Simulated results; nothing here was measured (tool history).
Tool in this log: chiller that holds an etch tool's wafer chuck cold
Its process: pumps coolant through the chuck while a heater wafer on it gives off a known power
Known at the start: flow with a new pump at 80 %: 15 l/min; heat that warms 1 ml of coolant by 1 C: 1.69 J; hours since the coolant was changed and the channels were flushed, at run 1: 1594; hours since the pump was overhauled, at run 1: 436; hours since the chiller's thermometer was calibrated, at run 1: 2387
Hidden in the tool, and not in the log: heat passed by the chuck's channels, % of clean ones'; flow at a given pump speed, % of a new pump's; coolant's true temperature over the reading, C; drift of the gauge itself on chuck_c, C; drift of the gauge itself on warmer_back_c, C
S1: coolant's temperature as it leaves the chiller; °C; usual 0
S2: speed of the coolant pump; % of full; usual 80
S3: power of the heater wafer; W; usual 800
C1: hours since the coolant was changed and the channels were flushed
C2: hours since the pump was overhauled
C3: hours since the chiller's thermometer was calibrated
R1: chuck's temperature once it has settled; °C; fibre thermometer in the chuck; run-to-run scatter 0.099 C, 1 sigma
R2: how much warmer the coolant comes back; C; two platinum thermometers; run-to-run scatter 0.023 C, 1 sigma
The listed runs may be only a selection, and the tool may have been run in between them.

run 1 hour=0 | S1=0 S2=80 S3=800 | C1=1594 C2=436 C3=2387 | R1=6.78 R2=1.87
run 2 hour=83.1 | S1=0 S2=80 S3=800 | C1=1677 C2=519 C3=2470 | R1=6.89 R2=1.89
run 3 hour=185.6 | S1=0 S2=80 S3=800 | C1=1779 C2=622 C3=2573 | R1=6.91 R2=1.9
run 4 hour=250.6 | S1=0 S2=80 S3=800 | C1=1844 C2=687 C3=2638 | R1=6.97 R2=1.92
run 5 hour=352.1 | S1=5 S2=80 S3=800 | C1=1946 C2=788 C3=2739 | R1=12.08 R2=1.89
run 6 hour=414.2 | S1=0 S2=81 S3=800 | C1=2008 C2=851 C3=2801 | R1=7.02 R2=1.88
run 7 hour=499.4 | S1=0 S2=81 S3=800 | C1=2093 C2=936 C3=2887 | R1=7.18 R2=1.82
run 8 hour=549.7 | S1=0 S2=81 S3=800 | C1=2143 C2=986 C3=2937 | R1=7.14 R2=1.84
run 9 hour=630.5 | S1=0 S2=81 S3=800 | C1=2224 C2=1067 C3=3018 | R1=7.08 R2=1.86
run 10 hour=696.4 | S1=0 S2=81 S3=800 | C1=2290 C2=1133 C3=3084 | R1=7.17 R2=1.86
run 11 hour=767.1 | S1=0 S2=81 S3=800 | C1=2361 C2=1203 C3=3154 | R1=7.26 R2=1.86
run 12 hour=849.6 | S1=0 S2=80 S3=654 | C1=2443 C2=1286 C3=3237 | R1=6.17 R2=1.54
-- hour=914.1 gauge calibrated
run 13 hour=955.7 | S1=0 S2=80 S3=654 | C1=2549 C2=1392 C3=3343 | R1=5.52 R2=1.55
run 14 hour=1047.3 | S1=-9 S2=60 S3=1016 | C1=2641 C2=1484 C3=3435 | R1=1.69 R2=3.32
run 15 hour=1142.7 | S1=3 S2=85 S3=800 | C1=2736 C2=1579 C3=3530 | R1=9.7 R2=1.77
run 16 hour=1215.9 | S1=-3 S2=66 S3=420 | C1=2810 C2=1652 C3=3603 | R1=1.22 R2=1.21
run 17 hour=1316.5 | S1=3 S2=68 S3=448 | C1=2910 C2=1753 C3=3704 | R1=7.54 R2=1.27
run 18 hour=1422.5 | S1=3 S2=65 S3=448 | C1=3016 C2=1859 C3=3810 | R1=7.77 R2=1.39
run 19 hour=1517.8 | S1=3 S2=65 S3=448 | C1=3111 C2=1954 C3=3905 | R1=7.81 R2=1.32
run 20 hour=1578.4 | S1=0 S2=65 S3=772 | C1=3172 C2=2015 C3=3966 | R1=8.08 R2=2.29
run 21 hour=1630.2 | S1=4 S2=72 S3=666 | C1=3224 C2=2067 C3=4017 | R1=10.51 R2=1.76
run 22 hour=1690.5 | S1=0 S2=62 S3=442 | C1=3284 C2=2127 C3=4078 | R1=5.06 R2=1.37
run 23 hour=1751 | S1=-6 S2=80 S3=872 | C1=3345 C2=2187 C3=4138 | R1=1.91 R2=2.02
run 24 hour=1813.6 | S1=-6 S2=80 S3=872 | C1=3407 C2=2250 C3=4201 | R1=1.95 R2=2.08
run 25 hour=1918.7 | S1=-6 S2=80 S3=872 | C1=3512 C2=2355 C3=4306 | R1=2.15 R2=2.04

Here are 3 independent what-if runs from the current tool condition. What would each one return?
run A hour=2019.1 | S1=-9 S2=80 S3=1010 | C1=3613 C2=2455 C3=4406 | R1=? R2=?
run B hour=2019.1 | S1=-7 S2=80 S3=872 | C1=3613 C2=2455 C3=4406 | R1=? R2=?
run C hour=2019.1 | S1=-9 S2=80 S3=872 | C1=3613 C2=2455 C3=4406 | R1=? R2=?

run=A R1=0.39 R2=2.36
run=B R1=1.13 R2=2.04
run=C R1=-0.92 R2=2.04
Had the tool no hidden state, the same runs would have come out as:
run=A R1=-0.22 R2=2.36
run=B R1=0.52 R2=2.04
run=C R1=-1.52 R2=2.04
